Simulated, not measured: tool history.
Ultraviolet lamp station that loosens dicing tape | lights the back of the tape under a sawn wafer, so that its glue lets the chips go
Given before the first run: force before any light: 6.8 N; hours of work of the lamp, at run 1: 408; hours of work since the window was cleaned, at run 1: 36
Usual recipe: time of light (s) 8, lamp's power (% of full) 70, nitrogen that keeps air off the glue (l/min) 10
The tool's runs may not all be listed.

run   hour  time of light (s)  lamp's power (% of full)  nitrogen that keeps air off the glue (l/min)  hours of work of the lamp  hours of work since the window was cleaned  force that peels the tape off (N)  light that reached the tape (mJ/cm2)
  1    0.0                  8                        70                                            10                        408                                          36                              0.371                                   370
  2   28.8                  8                        70                                            10                        431                                          59                              0.390                                   363
  3   54.5                  8                        70                                            10                        451                                          80                              0.404                                   357
  4   76.2                  8                        70                                            10                        469                                          97                              0.397                                   358
  5   92.3                  8                        70                                            10                        481                                         110                              0.402                                   350
  6  103.9                  8                        70                                            10                        491                                         119                              0.413                                   352
  7  130.9                  8                        70                                            10                        512                                         141                              0.422                                   350
  8  156.6                  8                        70                                            10                        533                                         161                              0.416                                   342
  9  172.3                  8                        70                                            10                        545                                         173                              0.457                                   345
     174.2  -- window cleaned of glue's vapour
 10  195.4                  8                        84                                            10                        563                                          17                              0.293                                   404
 11  210.9                  8                        88                                            10                        576                                          29                              0.253                                   425
 12  229.0                  8                        70                                            10                        590                                          44                              0.476                                   334
 13  257.1                  8                        70                                            10                        612                                          66                              0.476                                   336
 14  279.6                  8                        70                                            10                        630                                          84                              0.506                                   327
 15  298.0                  8                        70                                            10                        645                                          99                              0.508                                   325
 16  319.1                 10                        70                                            10                        662                                         115                              0.293                                   402
     330.0  -- window cleaned of glue's vapour, once more
 17  333.9                  8                        76                                            10                        673                                           3                              0.374                                   364
 18  347.5                  8                        70                                             9                        684                                          14                              0.504                                   328
 19  369.7                  5                        70                                             9                        702                                          32                              1.334                                   202
 20  397.8                  8                        70                                             9                        724                                          54                              0.532                                   324
 21  409.8                 11                        70                                             4                        734                                          64                              0.402                                   446
     418.1  -- lamp changed
 22  426.8                 16                        71                                            14                          7                                          76                              0.079                                   838
 23  442.8                  5                        97                                             4                         20                                          89                              0.669                                   356
 24  465.4                  9                        97                                             5                         38                                         107                              0.144                                   635
 25  484.7                  9                        81                                             5                         53                                         122                              0.238                                   522
 26  502.1                  9                        81                                             5                         67                                         136                              0.231                                   522
 27  518.7                  7                        67                                             5                         80                                         149                              0.700                                   330
 28  535.1                  8                        60                                            10                         93                                         163                              0.442                                   338
 29  558.1                  8                        60                                            10                        111                                         181                              0.449                                   338
 30  584.5                  9                        74                                            15                        133                                         202                              0.173                                   461
 31  599.5                 14                        97                                            10                        144                                         214                              0.081                                   933
 32  625.7                 14                        97                                            10                        165                                         235                              0.075                                   923
 33  641.6                  9                        97                                             6                        178                                         247                              0.149                                   594
 34  660.2                  6                        64                                            11                        193                                         262                              0.793                                   261

4 ways to go on from here, each from the tool as it stands after run 34. What would each give?
  A  687.2                 12                        70                                            17                        214                                         284                                  ?                                     ?
  B  687.2                 12                        85                                             5                        214                                         284                                  ?                                     ?
  C  687.2                  7                        70                                            12                        214                                         284                                  ?                                     ?
  D  687.2                  4                        86                                            10                        214                                         284                                  ?                                     ?

run  force that peels the tape off (N)  light that reached the tape (mJ/cm2)
  A                              0.111                                   564
  B                              0.136                                   674
  C                              0.458                                   325
  D                              1.024                                   227
Without the tool's unlogged condition, the same runs would have read:
run  force that peels the tape off (N)  light that reached the tape (mJ/cm2)
  A                              0.094                                   640
  B                              0.111                                   766
  C                              0.334                                   370
  D                              0.803                                   258
